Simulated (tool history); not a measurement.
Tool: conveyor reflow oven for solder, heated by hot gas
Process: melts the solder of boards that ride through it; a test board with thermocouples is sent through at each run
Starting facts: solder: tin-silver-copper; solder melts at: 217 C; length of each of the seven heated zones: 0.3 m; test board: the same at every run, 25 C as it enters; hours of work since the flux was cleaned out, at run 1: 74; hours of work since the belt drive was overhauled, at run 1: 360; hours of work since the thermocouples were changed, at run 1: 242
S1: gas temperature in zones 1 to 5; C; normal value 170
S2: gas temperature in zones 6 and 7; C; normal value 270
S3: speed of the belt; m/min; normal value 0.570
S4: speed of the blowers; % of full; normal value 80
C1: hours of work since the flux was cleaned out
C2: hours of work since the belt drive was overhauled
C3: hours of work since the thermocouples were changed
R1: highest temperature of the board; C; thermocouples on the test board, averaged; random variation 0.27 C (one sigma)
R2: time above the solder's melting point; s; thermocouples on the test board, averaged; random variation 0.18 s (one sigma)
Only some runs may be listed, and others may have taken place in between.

run 1 hour=0.0 | S1=170 S2=270 S3=0.570 S4=80 | C1=74 C2=360 C3=242 | R1=255.9 R2=48.9
run 2 hour=74.4 | S1=170 S2=270 S3=0.570 S4=80 | C1=133 C2=418 C3=301 | R1=255.7 R2=48.4
run 3 hour=140.9 | S1=170 S2=270 S3=0.570 S4=80 | C1=185 C2=471 C3=353 | R1=255.4 R2=48.6
run 4 hour=209.4 | S1=170 S2=270 S3=0.570 S4=80 | C1=239 C2=524 C3=407 | R1=255.6 R2=48.8
run 5 hour=270.9 | S1=169 S2=270 S3=0.570 S4=80 | C1=287 C2=573 C3=455 | R1=255.1 R2=48.2
run 6 hour=316.6 | S1=170 S2=260 S3=0.570 S4=68 | C1=323 C2=609 C3=491 | R1=243.7 R2=40.0
run 7 hour=353.6 | S1=170 S2=270 S3=0.570 S4=70 | C1=352 C2=638 C3=520 | R1=252.1 R2=46.3
run 8 hour=419.2 | S1=170 S2=272 S3=0.570 S4=80 | C1=404 C2=689 C3=572 | R1=255.9 R2=49.2
-- hour=458.5 flux residue cleaned out of gas plates and filters
run 9 hour=486.7 | S1=184 S2=270 S3=0.519 S4=80 | C1=22 C2=738 C3=621 | R1=260.9 R2=62.1
run 10 hour=519.5 | S1=184 S2=282 S3=0.519 S4=80 | C1=48 C2=764 C3=647 | R1=272.6 R2=66.1

Consider 3 possible next runs. They are alternatives, not a sequence: every one starts from the tool as it was left by run 10. What does each give?
run A hour=574.7 | S1=157 S2=277 S3=0.570 S4=71 | C1=91 C2=807 C3=690 | R1=? R2=?
run B hour=574.7 | S1=170 S2=285 S3=0.639 S4=69 | C1=91 C2=807 C3=690 | R1=? R2=?
run C hour=574.7 | S1=170 S2=275 S3=0.623 S4=84 | C1=91 C2=807 C3=690 | R1=? R2=?

run=A R1=258.5 R2=47.2
run=B R1=263.4 R2=46.2
run=C R1=259.8 R2=46.7
Without the tool's hidden state the same runs would have given:
run=A R1=258.1 R2=46.2
run=B R1=263.0 R2=45.3
run=C R1=259.4 R2=45.9
